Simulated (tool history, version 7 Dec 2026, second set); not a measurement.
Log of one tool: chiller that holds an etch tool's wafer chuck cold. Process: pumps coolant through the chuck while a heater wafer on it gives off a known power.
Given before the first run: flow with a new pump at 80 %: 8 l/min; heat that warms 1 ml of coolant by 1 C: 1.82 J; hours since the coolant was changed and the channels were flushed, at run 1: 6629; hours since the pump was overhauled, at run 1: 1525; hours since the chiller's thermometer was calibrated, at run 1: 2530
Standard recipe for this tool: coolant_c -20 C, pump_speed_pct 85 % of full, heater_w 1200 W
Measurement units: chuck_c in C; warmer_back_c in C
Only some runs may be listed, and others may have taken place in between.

run     day  coolant_c  pump_speed_pct  heater_w  hours since the coolant was changed and the channels were flushed  hours since the pump was overhauled  hours since the chiller's thermometer was calibrated  chuck_c  warmer_back_c
  1       0        -20              85      1200                                                               6629                                 1525                                                  2530       -9           4.68
  2   2.283        -20              85      1200                                                               6684                                 1579                                                  2585       -9           4.78
  3   4.317        -20              85      1200                                                               6733                                 1628                                                  2633     -9.1           4.73
  4   6.483        -20              85      1200                                                               6784                                 1680                                                  2685     -8.9           4.69
      7.458  -- chiller's thermometer calibrated
  5   9.808        -20              85      1200                                                               6863                                 1759                                                    56     -9.4           4.76
  6  12.392        -20              85      1611                                                               6925                                 1821                                                   118     -5.5           6.35
     15.467  -- coolant changed, channels flushed
  7  16.196        -20              85      1611                                                                 17                                 1906                                                   204       -8           6.32
  8  19.712        -20              85      1239                                                                102                                 1991                                                   288    -10.7           4.91
  9  21.708        -20              85      1239                                                                150                                 2038                                                   336    -10.6           4.96
     22.125  -- coolant pump overhauled
 10   25.75        -20              85      1200                                                                242                                   87                                                   428    -10.9           4.82
 11  28.162        -20              85      1200                                                                300                                  145                                                   486    -10.7           4.83
 12  30.058        -20              60      1200                                                                345                                  190                                                   531     -8.2           6.98
 13  34.304        -20              75      1200                                                                447                                  292                                                   633     -9.7           5.55
 14    36.6        -20              85       617                                                                502                                  347                                                   688    -15.3           2.49
     38.829  -- coolant pump overhauled, once more
 15  40.288        -20              85       617                                                                586                                   35                                                   772    -15.3           2.36
 16  42.125        -20              85       617                                                                630                                   79                                                   816    -15.2           2.39
 17  46.108        -20              85       617                                                                725                                  175                                                   912    -15.3            2.4
 18  48.554        -20              82      1236                                                                784                                  233                                                   970    -10.6           4.97
 19    52.7        -20              77      1236                                                                884                                  333                                                  1070     -9.8           5.37
 20  56.867        -11              66      1254                                                                984                                  433                                                  1170      0.6           6.39
 21  60.567        -11              66      1254                                                               1072                                  522                                                  1259      0.8           6.47
 22  63.462        -14              85      1272                                                               1142                                  591                                                  1328     -4.4           4.98
 23   66.25        -20              96      1092                                                               1209                                  658                                                  1395    -12.4           3.78
 24  69.171        -20              96      1092                                                               1279                                  728                                                  1465    -12.3            3.8
 25  71.683        -20              96      1092                                                               1339                                  789                                                  1525    -12.2           3.73
 26  75.112        -29              65      1420                                                               1421                                  871                                                  1608    -15.5           7.47
 27  78.696        -29              65      1420                                                               1508                                  957                                                  1694    -15.4           7.44
 28  80.617        -16              86      1200                                                               1554                                 1003                                                  1740     -6.7           4.64
 29  82.404        -24              63      1200                                                               1596                                 1046                                                  1783    -12.2           6.55
 30  84.325        -21              64      1200                                                               1643                                 1092                                                  1829     -9.3           6.43
 31  88.492        -20              99       875                                                               1743                                 1192                                                  1929    -13.8           2.92
 32  90.979        -16              99      1642                                                               1802                                 1252                                                  1988     -4.5           5.55
 33  94.092        -16              99      1642                                                               1877                                 1326                                                  2063     -4.4           5.51

Forecast each of these 3 alternatives for the next run:
  A  97.875        -20              62       602                                                               1968                                 1417                                                  2154        ?              ?
  B  97.875        -20              73      1200                                                               1968                                 1417                                                  2154        ?              ?
  C  97.875        -13              88       863                                                               1968                                 1417                                                  2154        ?              ?

run  chuck_c  warmer_back_c
  A    -13.7           3.39
  B     -9.5           5.69
  C     -6.2           3.29
Without the tool's unlogged condition, the same runs would have read:
run  chuck_c  warmer_back_c
  A    -14.3           3.28
  B    -10.3           5.52
  C     -6.9           3.19
